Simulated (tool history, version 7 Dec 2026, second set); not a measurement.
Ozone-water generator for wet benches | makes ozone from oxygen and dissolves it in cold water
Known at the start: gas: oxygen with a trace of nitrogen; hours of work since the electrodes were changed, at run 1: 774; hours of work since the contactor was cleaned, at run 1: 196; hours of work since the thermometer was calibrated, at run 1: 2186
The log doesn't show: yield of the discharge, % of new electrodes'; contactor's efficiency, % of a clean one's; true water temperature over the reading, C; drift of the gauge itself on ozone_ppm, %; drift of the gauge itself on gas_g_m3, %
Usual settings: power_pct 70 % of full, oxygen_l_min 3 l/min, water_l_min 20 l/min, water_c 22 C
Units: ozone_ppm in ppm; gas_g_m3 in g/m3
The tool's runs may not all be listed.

run,hour,power_pct,oxygen_l_min,water_l_min,water_c,hours of work since the electrodes were changed,hours of work since the contactor was cleaned,hours of work since the thermometer was calibrated,ozone_ppm,gas_g_m3
1,0,70,3,20,22,774,196,2186,17.2,203
2,24.1,70,3,20,22,797,219,2210,16.8,201.9
3,51.4,70,3,20,22,824,245,2236,16.9,202
4,75.1,70,3,20,22,846,268,2259,16.8,203.9
5,122.7,70,3,20,22,892,313,2304,16.8,202.4
6,152.2,70,3,20,22,920,342,2332,16.9,202.9
7,190,70,2.08,20,22,957,378,2369,16.1,252.4
8,221.3,70,2.08,20,22,987,408,2399,16.3,254.8
9,264.9,70,3,20,24,1028,450,2441,16.1,202.8
10,307.6,64,1.81,22,23,1069,491,2482,13.5,258.2
11,353,76,3.64,29,16,1113,534,2525,14.1,193.4
12,393.1,89,3,20,22,1151,573,2564,20.2,246.4
13,435.6,89,3,20,22,1192,614,2604,20.2,247.3
14,473.3,89,3,20,22,1228,650,2641,20.2,246
15,523,89,3,20,22,1276,698,2688,20.3,246.7

Forecast each of these 4 alternatives for the next run:
A,560.5,89,4.48,20,25,1312,734,2724,?,?
B,560.5,89,3,20,26,1312,734,2724,?,?
C,560.5,51,3,20,22,1312,734,2724,?,?
D,560.5,41,3.57,20,22,1312,734,2724,?,?

run,ozone_ppm,gas_g_m3
A,19.6,194
B,19.3,248.5
C,13,159.2
D,11.1,120.7
Without the tool's hidden state the same runs would have given:
run,ozone_ppm,gas_g_m3
A,19.6,190.7
B,19.3,244.2
C,13,156.4
D,11.2,118.6
